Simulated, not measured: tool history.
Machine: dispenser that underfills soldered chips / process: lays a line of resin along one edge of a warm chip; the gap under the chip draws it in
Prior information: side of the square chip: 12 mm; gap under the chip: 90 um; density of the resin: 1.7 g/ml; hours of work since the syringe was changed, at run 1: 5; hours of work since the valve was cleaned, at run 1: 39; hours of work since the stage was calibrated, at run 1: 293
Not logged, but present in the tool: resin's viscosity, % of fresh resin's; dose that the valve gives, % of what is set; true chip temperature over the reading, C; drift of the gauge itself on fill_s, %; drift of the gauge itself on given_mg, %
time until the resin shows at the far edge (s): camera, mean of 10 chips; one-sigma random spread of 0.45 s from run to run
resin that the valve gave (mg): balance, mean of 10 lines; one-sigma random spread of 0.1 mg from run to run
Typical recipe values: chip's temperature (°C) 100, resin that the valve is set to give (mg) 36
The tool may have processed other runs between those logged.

run    day  chip's temperature (°C)  resin that the valve is set to give (mg)  hours of work since the syringe was changed  hours of work since the valve was cleaned  hours of work since the stage was calibrated  time until the resin shows at the far edge (s)  resin that the valve gave (mg)
  1      0                      100                                        36                                            5                                         39                                           293                                            47.2                           34.87
     0.225  -- dispensing valve cleaned and set on the balance
  2  0.312                      100                                        36                                            9                                          1                                           297                                            66.5                           35.96
     0.412  -- new syringe of resin
  3  0.775                      100                                        36                                            6                                          8                                           304                                            50.1                           35.83
     1.108  -- new syringe of resin
  4  1.267                      100                                        36                                            2                                         16                                           311                                            37.6                           35.58
  5  1.662                      100                                        36                                            9                                         22                                           317                                            61.6                           35.37
     1.804  -- new syringe of resin
  6  1.904                      104                                        36                                            2                                         25                                           321                                            29.2                           35.12
  7  2.175                      104                                        36                                            6                                         30                                           325                                            41.2                           35.29
  8  2.438                      104                                        36                                           10                                         34                                           329                                            57.9                            35.1
     2.512  -- new syringe of resin
  9  2.896                      104                                        36                                            6                                         41                                           336                                            43.3                            34.7
     2.983  -- dispensing valve cleaned and set on the balance
     3.267  -- new syringe of resin
 10  3.417                      104                                        36                                            2                                          7                                           343                                            30.8                            35.8
 11  3.683                      104                                        36                                            6                                         11                                           348                                            42.8                           35.66
      3.95  -- new syringe of resin
 12   3.95                      104                                        36                                            0                                         15                                           351                                            25.1                            35.4
 13  4.179                      104                                        36                                            4                                         18                                           355                                            33.4                           35.46
 14  4.608                      104                                        36                                           10                                         25                                           362                                            60.1                            35.2
     4.642  -- new syringe of resin
 15  5.017                      104                                        36                                            6                                         31                                           368                                            39.1                           34.86
     5.362  -- new syringe of resin
 16  5.371                       95                                      34.4                                            0                                         36                                           373                                            38.4                           33.32
 17  5.671                       92                                      43.4                                            5                                         41                                           378                                            62.9                           41.94
     5.733  -- dispensing valve cleaned and set on the balance
     6.096  -- new syringe of resin
 18  6.104                       85                                      42.2                                            0                                          6                                           384                                            58.9                           41.74
 19  6.442                       86                                      34.6                                            5                                         11                                           389                                            88.2                           34.15
     6.788  -- new syringe of resin
 20  6.788                       91                                      45.3                                            0                                         16                                           394                                            44.3                           44.63
 21  6.988                       88                                      36.7                                            3                                         19                                           397                                              67                           36.18
 22   7.45                       88                                        32                                           10                                         26                                           404                                           125.9                           31.34
     7.504  -- new syringe of resin
 23  7.679                       91                                        31                                            3                                         30                                           408                                            57.4                           30.25
 24  7.883                      113                                      44.3                                            6                                         33                                           411                                            27.1                           43.06
     8.208  -- new syringe of resin
 25  8.342                       85                                      38.2                                            2                                         40                                           418                                            69.3                           36.94
     8.483  -- dispensing valve cleaned and set on the balance
 26  8.771                      106                                      39.1                                            8                                          4                                           424                                            44.7                           38.92
     8.946  -- new syringe of resin
 27  9.179                      105                                      42.5                                            4                                         11                                           430                                            30.5                           42.18
 28  9.412                      109                                      43.9                                            7                                         14                                           434                                            35.1                           43.37
     9.662  -- new syringe of resin
 29  9.871                       95                                      40.1                                            3                                         21                                           440                                            47.5                           39.53

Below are 5 alternative next runs, each starting from the tool's condition after run 29. Predict each:
  A  10.267                       88                                      33.9                                            9                                         27                                           447                                               ?                               ?
  B  10.267                      111                                      38.8                                            9                                         27                                           447                                               ?                               ?
  C  10.267                      110                                      41.5                                            9                                         27                                           447                                               ?                               ?
  D  10.267                       86                                      46.8                                            9                                         27                                           447                                               ?                               ?
  E  10.267                       96                                      35.6                                            9                                         27                                           447                                               ?                               ?

run  time until the resin shows at the far edge (s)  resin that the valve gave (mg)
  A                                           114.9                           33.22
  B                                            40.1                           37.94
  C                                            40.2                           40.66
  D                                           121.3                           45.85
  E                                            77.9                            34.8
The same runs, with their run-to-run variation unchanged, on a tool lacking any hidden condition would have given:
run  time until the resin shows at the far edge (s)  resin that the valve gave (mg)
  A                                            59.8                           33.95
  B                                            20.6                           38.78
  C                                            20.5                           41.55
  D                                            63.2                           46.85
  E                                            40.4                           35.57
